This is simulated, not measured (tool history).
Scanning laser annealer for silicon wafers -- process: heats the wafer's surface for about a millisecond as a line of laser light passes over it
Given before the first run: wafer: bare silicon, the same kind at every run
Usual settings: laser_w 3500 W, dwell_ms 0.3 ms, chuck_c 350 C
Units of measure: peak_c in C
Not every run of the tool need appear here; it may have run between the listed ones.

{"run": 1, "hour": 0.0, "laser_w": 3500, "dwell_ms": 0.3, "chuck_c": 350, "peak_c": 1172}
{"run": 2, "hour": 21.5, "laser_w": 3500, "dwell_ms": 0.3, "chuck_c": 350, "peak_c": 1172}
{"hour": 30.7, "done": "window over the wafer cleaned"}
{"run": 3, "hour": 51.6, "laser_w": 3500, "dwell_ms": 0.3, "chuck_c": 350, "peak_c": 1174}
{"run": 4, "hour": 64.7, "laser_w": 3500, "dwell_ms": 0.247, "chuck_c": 350, "peak_c": 1101}
{"run": 5, "hour": 78.5, "laser_w": 3500, "dwell_ms": 0.3, "chuck_c": 350, "peak_c": 1171}
{"run": 6, "hour": 104.0, "laser_w": 3527, "dwell_ms": 0.3, "chuck_c": 350, "peak_c": 1180}
{"run": 7, "hour": 130.7, "laser_w": 3500, "dwell_ms": 0.218, "chuck_c": 350, "peak_c": 1058}
{"run": 8, "hour": 147.3, "laser_w": 3500, "dwell_ms": 0.3, "chuck_c": 350, "peak_c": 1173}
{"run": 9, "hour": 161.9, "laser_w": 3500, "dwell_ms": 0.3, "chuck_c": 350, "peak_c": 1175}
{"run": 10, "hour": 179.3, "laser_w": 3500, "dwell_ms": 0.3, "chuck_c": 350, "peak_c": 1170}
{"run": 11, "hour": 204.5, "laser_w": 3500, "dwell_ms": 0.3, "chuck_c": 350, "peak_c": 1169}
{"run": 12, "hour": 229.2, "laser_w": 3500, "dwell_ms": 0.3, "chuck_c": 350, "peak_c": 1175}
{"run": 13, "hour": 242.1, "laser_w": 3500, "dwell_ms": 0.3, "chuck_c": 350, "peak_c": 1171}
{"run": 14, "hour": 260.7, "laser_w": 3500, "dwell_ms": 0.268, "chuck_c": 350, "peak_c": 1129}
{"run": 15, "hour": 291.7, "laser_w": 3500, "dwell_ms": 0.268, "chuck_c": 350, "peak_c": 1129}
{"run": 16, "hour": 317.8, "laser_w": 3500, "dwell_ms": 0.284, "chuck_c": 350, "peak_c": 1152}
{"run": 17, "hour": 335.6, "laser_w": 3500, "dwell_ms": 0.3, "chuck_c": 350, "peak_c": 1170}
{"run": 18, "hour": 349.0, "laser_w": 3276, "dwell_ms": 0.3, "chuck_c": 350, "peak_c": 1118}
{"hour": 355.3, "done": "optics aligned, line set to its width"}
{"run": 19, "hour": 368.6, "laser_w": 3500, "dwell_ms": 0.3, "chuck_c": 359, "peak_c": 1181}
{"run": 20, "hour": 400.1, "laser_w": 3500, "dwell_ms": 0.3, "chuck_c": 350, "peak_c": 1170}
{"run": 21, "hour": 414.0, "laser_w": 3500, "dwell_ms": 0.3, "chuck_c": 350, "peak_c": 1171}
{"run": 22, "hour": 437.5, "laser_w": 3500, "dwell_ms": 0.3, "chuck_c": 350, "peak_c": 1174}
{"run": 23, "hour": 468.1, "laser_w": 3091, "dwell_ms": 0.254, "chuck_c": 389, "peak_c": 1062}
{"run": 24, "hour": 494.4, "laser_w": 3091, "dwell_ms": 0.254, "chuck_c": 389, "peak_c": 1063}
{"run": 25, "hour": 521.6, "laser_w": 3380, "dwell_ms": 0.367, "chuck_c": 353, "peak_c": 1223}
{"run": 26, "hour": 538.8, "laser_w": 3500, "dwell_ms": 0.3, "chuck_c": 344, "peak_c": 1168}
{"run": 27, "hour": 565.3, "laser_w": 3500, "dwell_ms": 0.3, "chuck_c": 344, "peak_c": 1162}
{"run": 28, "hour": 579.5, "laser_w": 3588, "dwell_ms": 0.31, "chuck_c": 367, "peak_c": 1220}
{"run": 29, "hour": 594.6, "laser_w": 3758, "dwell_ms": 0.337, "chuck_c": 343, "peak_c": 1273}
{"run": 30, "hour": 620.9, "laser_w": 3500, "dwell_ms": 0.235, "chuck_c": 379, "peak_c": 1113}
{"run": 31, "hour": 636.5, "laser_w": 3500, "dwell_ms": 0.235, "chuck_c": 379, "peak_c": 1114}
{"run": 32, "hour": 649.4, "laser_w": 3243, "dwell_ms": 0.3, "chuck_c": 376, "peak_c": 1138}
{"run": 33, "hour": 679.6, "laser_w": 3627, "dwell_ms": 0.25, "chuck_c": 350, "peak_c": 1131}
{"run": 34, "hour": 695.6, "laser_w": 3246, "dwell_ms": 0.3, "chuck_c": 327, "peak_c": 1091}
{"run": 35, "hour": 716.6, "laser_w": 3647, "dwell_ms": 0.284, "chuck_c": 320, "peak_c": 1157}
{"run": 36, "hour": 733.6, "laser_w": 3593, "dwell_ms": 0.229, "chuck_c": 353, "peak_c": 1098}
{"run": 37, "hour": 759.0, "laser_w": 3593, "dwell_ms": 0.229, "chuck_c": 353, "peak_c": 1099}
{"run": 38, "hour": 790.2, "laser_w": 3105, "dwell_ms": 0.363, "chuck_c": 389, "peak_c": 1190}
{"run": 39, "hour": 817.3, "laser_w": 3105, "dwell_ms": 0.363, "chuck_c": 374, "peak_c": 1172}
{"run": 40, "hour": 839.5, "laser_w": 3132, "dwell_ms": 0.3, "chuck_c": 356, "peak_c": 1092}
{"run": 41, "hour": 866.6, "laser_w": 3132, "dwell_ms": 0.3, "chuck_c": 356, "peak_c": 1093}

Each row is a separate what-if for the run after 41, all from the same tool condition, not one after another. Results?
{"run": "A", "hour": 893.1, "laser_w": 3500, "dwell_ms": 0.221, "chuck_c": 354, "peak_c": "?"}
{"run": "B", "hour": 893.1, "laser_w": 3500, "dwell_ms": 0.318, "chuck_c": 350, "peak_c": "?"}
{"run": "C", "hour": 893.1, "laser_w": 3500, "dwell_ms": 0.3, "chuck_c": 382, "peak_c": "?"}
{"run": "D", "hour": 893.1, "laser_w": 3398, "dwell_ms": 0.229, "chuck_c": 358, "peak_c": "?"}

run=A peak_c=1065
run=B peak_c=1193
run=C peak_c=1203
run=D peak_c=1061
The same runs, with their run-to-run variation unchanged, on a tool lacking any hidden condition would have given:
run=A peak_c=1066
run=B peak_c=1194
run=C peak_c=1204
run=D peak_c=1062
